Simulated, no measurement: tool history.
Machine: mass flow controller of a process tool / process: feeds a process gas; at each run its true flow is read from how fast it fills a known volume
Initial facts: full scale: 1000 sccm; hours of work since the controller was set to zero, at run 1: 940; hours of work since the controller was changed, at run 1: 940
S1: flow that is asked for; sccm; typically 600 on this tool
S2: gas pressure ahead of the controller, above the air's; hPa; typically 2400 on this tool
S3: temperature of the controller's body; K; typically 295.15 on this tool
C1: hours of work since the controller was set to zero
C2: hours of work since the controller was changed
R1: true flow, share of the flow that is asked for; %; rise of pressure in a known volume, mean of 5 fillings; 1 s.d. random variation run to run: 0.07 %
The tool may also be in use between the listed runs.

| run | day | S1 | S2 | S3 | C1 | C2 | R1 |
|---|---|---|---|---|---|---|---|
| 1 | 0.000 | 600 | 2400 | 295.15 | 940 | 940 | 99.20 |
| 2 | 7.362 | 600 | 2400 | 295.15 | 1029 | 1029 | 99.26 |
| 3 | 14.246 | 600 | 2400 | 295.15 | 1113 | 1113 | 99.17 |
| 4 | 21.067 | 600 | 2400 | 297.15 | 1195 | 1195 | 99.08 |
| 5 | 28.017 | 600 | 2400 | 297.15 | 1280 | 1280 | 99.06 |
| 6 | 34.538 | 600 | 2400 | 295.15 | 1359 | 1359 | 99.29 |
| 7 | 40.188 | 202 | 2400 | 295.15 | 1427 | 1427 | 97.91 |
| 8 | 49.317 | 202 | 2400 | 295.15 | 1538 | 1538 | 98.01 |
| 9 | 56.367 | 202 | 2400 | 295.15 | 1623 | 1623 | 98.20 |
| 10 | 61.000 | 600 | 2300 | 295.15 | 1680 | 1680 | 99.18 |
| 11 | 67.933 | 600 | 2300 | 295.15 | 1764 | 1764 | 99.23 |
| 12 | 73.871 | 600 | 1690 | 295.15 | 1836 | 1836 | 99.03 |
| 13 | 84.692 | 108 | 2700 | 294.15 | 1967 | 1967 | 97.97 |
| 14 | 93.125 | 200 | 2620 | 311.15 | 2069 | 2069 | 96.12 |
| 15 | 99.892 | 200 | 2620 | 311.15 | 2151 | 2151 | 96.12 |
| 16 | 106.650 | 275 | 1610 | 301.15 | 2233 | 2233 | 97.38 |
| 17 | 111.858 | 221 | 2500 | 305.15 | 2296 | 2296 | 96.93 |

The next listed run, before its measurement:
| 18 | 118.471 | 600 | 2400 | 312.15 | 2376 | 2376 | ? |

{"run 18": {"R1": 97.35}}
If the tool had no hidden condition, the same run with the same run-to-run variation would have returned R1 97.34 %.
